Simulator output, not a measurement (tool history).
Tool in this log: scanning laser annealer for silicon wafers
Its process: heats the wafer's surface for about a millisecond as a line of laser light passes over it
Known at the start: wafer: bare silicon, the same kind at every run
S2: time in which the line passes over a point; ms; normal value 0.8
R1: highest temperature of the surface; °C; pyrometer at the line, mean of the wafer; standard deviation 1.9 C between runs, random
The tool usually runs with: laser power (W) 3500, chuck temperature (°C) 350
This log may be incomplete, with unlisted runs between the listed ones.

{"run": 1, "hour": 0.0, "laser power (W)": 3500, "S2": 0.8, "chuck temperature (°C)": 350, "R1": 1073}
{"run": 2, "hour": 26.9, "laser power (W)": 3500, "S2": 0.8, "chuck temperature (°C)": 385, "R1": 1108}
{"run": 3, "hour": 39.9, "laser power (W)": 3500, "S2": 0.8, "chuck temperature (°C)": 385, "R1": 1106}
{"run": 4, "hour": 62.6, "laser power (W)": 3500, "S2": 0.8, "chuck temperature (°C)": 385, "R1": 1106}
{"run": 5, "hour": 74.7, "laser power (W)": 3045, "S2": 0.8, "chuck temperature (°C)": 350, "R1": 985}
{"run": 6, "hour": 89.0, "laser power (W)": 3045, "S2": 0.8, "chuck temperature (°C)": 350, "R1": 983}
{"run": 7, "hour": 114.8, "laser power (W)": 3166, "S2": 0.8, "chuck temperature (°C)": 350, "R1": 1007}
{"run": 8, "hour": 134.8, "laser power (W)": 3500, "S2": 0.8, "chuck temperature (°C)": 350, "R1": 1070}
{"run": 9, "hour": 162.7, "laser power (W)": 3467, "S2": 0.8, "chuck temperature (°C)": 350, "R1": 1065}
{"run": 10, "hour": 180.5, "laser power (W)": 3467, "S2": 0.8, "chuck temperature (°C)": 350, "R1": 1063}
{"run": 11, "hour": 193.2, "laser power (W)": 3500, "S2": 0.8, "chuck temperature (°C)": 350, "R1": 1067}
{"run": 12, "hour": 220.3, "laser power (W)": 3500, "S2": 0.78, "chuck temperature (°C)": 350, "R1": 1059}
{"run": 13, "hour": 247.3, "laser power (W)": 3500, "S2": 0.78, "chuck temperature (°C)": 350, "R1": 1056}
{"run": 14, "hour": 267.7, "laser power (W)": 3500, "S2": 0.78, "chuck temperature (°C)": 350, "R1": 1057}
{"run": 15, "hour": 281.8, "laser power (W)": 3500, "S2": 0.778, "chuck temperature (°C)": 350, "R1": 1056}
{"run": 16, "hour": 302.5, "laser power (W)": 3500, "S2": 0.778, "chuck temperature (°C)": 350, "R1": 1057}
{"run": 17, "hour": 314.7, "laser power (W)": 3500, "S2": 0.778, "chuck temperature (°C)": 350, "R1": 1056}
{"run": 18, "hour": 328.3, "laser power (W)": 3500, "S2": 0.821, "chuck temperature (°C)": 350, "R1": 1070}
{"run": 19, "hour": 347.6, "laser power (W)": 3500, "S2": 0.821, "chuck temperature (°C)": 350, "R1": 1073}
{"run": 20, "hour": 373.0, "laser power (W)": 3500, "S2": 0.821, "chuck temperature (°C)": 350, "R1": 1076}
{"run": 21, "hour": 392.4, "laser power (W)": 3500, "S2": 0.821, "chuck temperature (°C)": 350, "R1": 1073}
{"run": 22, "hour": 412.3, "laser power (W)": 3500, "S2": 0.8, "chuck temperature (°C)": 354, "R1": 1067}
{"hour": 419.4, "done": "window over the wafer cleaned"}
{"run": 23, "hour": 431.5, "laser power (W)": 3500, "S2": 0.829, "chuck temperature (°C)": 350, "R1": 1112}
{"run": 24, "hour": 450.4, "laser power (W)": 3500, "S2": 0.864, "chuck temperature (°C)": 337, "R1": 1111}
{"run": 25, "hour": 476.4, "laser power (W)": 3500, "S2": 0.864, "chuck temperature (°C)": 334, "R1": 1105}
{"run": 26, "hour": 494.0, "laser power (W)": 3721, "S2": 0.95, "chuck temperature (°C)": 331, "R1": 1190}
{"run": 27, "hour": 510.5, "laser power (W)": 3175, "S2": 0.803, "chuck temperature (°C)": 364, "R1": 1045}
{"run": 28, "hour": 530.6, "laser power (W)": 3173, "S2": 0.803, "chuck temperature (°C)": 331, "R1": 1010}
{"run": 29, "hour": 554.9, "laser power (W)": 3173, "S2": 0.803, "chuck temperature (°C)": 331, "R1": 1009}
{"run": 30, "hour": 575.2, "laser power (W)": 3385, "S2": 0.8, "chuck temperature (°C)": 350, "R1": 1070}
{"run": 31, "hour": 600.6, "laser power (W)": 3385, "S2": 0.8, "chuck temperature (°C)": 350, "R1": 1064}
{"run": 32, "hour": 612.1, "laser power (W)": 3385, "S2": 0.8, "chuck temperature (°C)": 350, "R1": 1067}
{"run": 33, "hour": 637.3, "laser power (W)": 3286, "S2": 0.825, "chuck temperature (°C)": 340, "R1": 1050}
{"run": 34, "hour": 654.5, "laser power (W)": 3500, "S2": 0.951, "chuck temperature (°C)": 322, "R1": 1125}
{"run": 35, "hour": 681.4, "laser power (W)": 3500, "S2": 0.951, "chuck temperature (°C)": 322, "R1": 1127}
{"run": 36, "hour": 698.7, "laser power (W)": 3087, "S2": 0.791, "chuck temperature (°C)": 359, "R1": 1011}
{"run": 37, "hour": 714.5, "laser power (W)": 3087, "S2": 0.59, "chuck temperature (°C)": 339, "R1": 907}
{"run": 38, "hour": 727.1, "laser power (W)": 3087, "S2": 0.59, "chuck temperature (°C)": 339, "R1": 905}
{"run": 39, "hour": 748.9, "laser power (W)": 3702, "S2": 0.788, "chuck temperature (°C)": 385, "R1": 1157}
{"run": 40, "hour": 772.4, "laser power (W)": 3500, "S2": 0.693, "chuck temperature (°C)": 362, "R1": 1050}
{"run": 41, "hour": 786.9, "laser power (W)": 3500, "S2": 0.693, "chuck temperature (°C)": 362, "R1": 1050}

4 options for the next run, each taken on its own from the tool as it stands now. Forecast them:
{"run": "A", "hour": 798.5, "laser power (W)": 3605, "S2": 0.693, "chuck temperature (°C)": 362, "R1": "?"}
{"run": "B", "hour": 798.5, "laser power (W)": 3043, "S2": 0.693, "chuck temperature (°C)": 362, "R1": "?"}
{"run": "C", "hour": 798.5, "laser power (W)": 3170, "S2": 0.659, "chuck temperature (°C)": 311, "R1": "?"}
{"run": "D", "hour": 798.5, "laser power (W)": 3500, "S2": 0.693, "chuck temperature (°C)": 381, "R1": "?"}

run=A R1=1068
run=B R1=961
run=C R1=920
run=D R1=1066
Without the tool's hidden state the same runs would have given:
run=A R1=1083
run=B R1=974
run=C R1=933
run=D R1=1080
